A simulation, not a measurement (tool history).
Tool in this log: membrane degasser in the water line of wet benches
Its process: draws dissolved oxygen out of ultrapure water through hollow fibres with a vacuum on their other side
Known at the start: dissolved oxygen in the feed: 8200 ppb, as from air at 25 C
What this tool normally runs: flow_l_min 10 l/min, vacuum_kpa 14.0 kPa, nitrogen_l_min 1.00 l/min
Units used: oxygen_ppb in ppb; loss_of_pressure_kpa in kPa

run      day  flow_l_min  vacuum_kpa  nitrogen_l_min  oxygen_ppb  loss_of_pressure_kpa
  1    0.000          10        14.0            1.00       270.6                 30.63
  2    8.938          10        14.0            1.00       268.9                 31.03
  3   19.854          10        14.0            1.00       270.3                 31.14
  4   32.521          10        14.0            1.00       276.9                 31.10
  5   41.929          10        31.4            1.00       664.4                 31.38
  6   51.092          10        31.4            2.80       270.3                 31.18
  7   63.458          10        31.4            2.80       271.2                 31.27
  8   71.379          10        12.0            1.00       234.0                 31.14
  9   80.400          10        12.0            1.00       233.2                 31.50
 10   91.021          10        12.0            1.00       232.9                 31.68
      98.296  -- vacuum gauge calibrated
 11  103.600          10        14.0            1.00       278.7                 31.94
 12  115.983          10        14.0            1.00       281.1                 31.50
 13  122.200          10        14.0            1.00       276.6                 31.87
 14  128.521          10        14.0            1.00       280.9                 31.98
 15  137.392          10        14.0            1.00       282.3                 31.94
 16  146.279          10        14.0            1.67       181.1                 32.16
 17  153.567          10        14.0            0.71       377.3                 32.03
 18  159.242          13        25.5            0.71       891.4                 41.24
 19  168.188          13        14.0            1.00       359.9                 41.76
 20  176.579           7        14.0            0.41       441.7                 22.61
 21  182.288          14        29.9            1.25       718.8                 45.20
 22  188.725          14        29.9            1.25       710.9                 45.03
     201.375  -- membrane cartridge changed
 23  201.375           7        14.0            1.00       204.9                 19.51
     205.796  -- seals of the vacuum lines changed
 24  211.892           9        14.0            0.52       417.7                 25.52
 25  220.829          10         8.7            0.51       251.2                 28.44
 26  229.958           7        16.9            1.83       135.1                 19.98
 27  242.675          10        27.5            0.77       699.0                 28.36
 28  249.008          10        27.5            0.77       699.5                 28.60
 29  257.629          10        27.5            0.77       703.8                 28.74
 30  268.117          10        27.5            0.77       702.0                 28.77
 31  273.612          10        19.3            0.77       488.4                 28.94

Branching from run 31: 4 alternative next runs. What would each branch give?
     280.167  -- vacuum gauge calibrated
  A  285.129          10         9.4            2.49           ?                     ?
     280.167  -- vacuum gauge calibrated
  B  285.129          10        14.0            0.48           ?                     ?
     280.167  -- vacuum gauge calibrated
  C  285.129           7        18.0            2.51           ?                     ?
     280.167  -- vacuum gauge calibrated
  D  285.129           9        21.4            0.99           ?                     ?

run  oxygen_ppb  loss_of_pressure_kpa
  A        69.3                 28.92
  B       495.0                 28.51
  C       107.3                 20.13
  D       398.2                 26.06
Without the tool's unlogged condition, the same runs would have read:
run  oxygen_ppb  loss_of_pressure_kpa
  A        67.3                 28.31
  B       489.7                 27.90
  C       103.5                 19.70
  D       389.3                 25.51
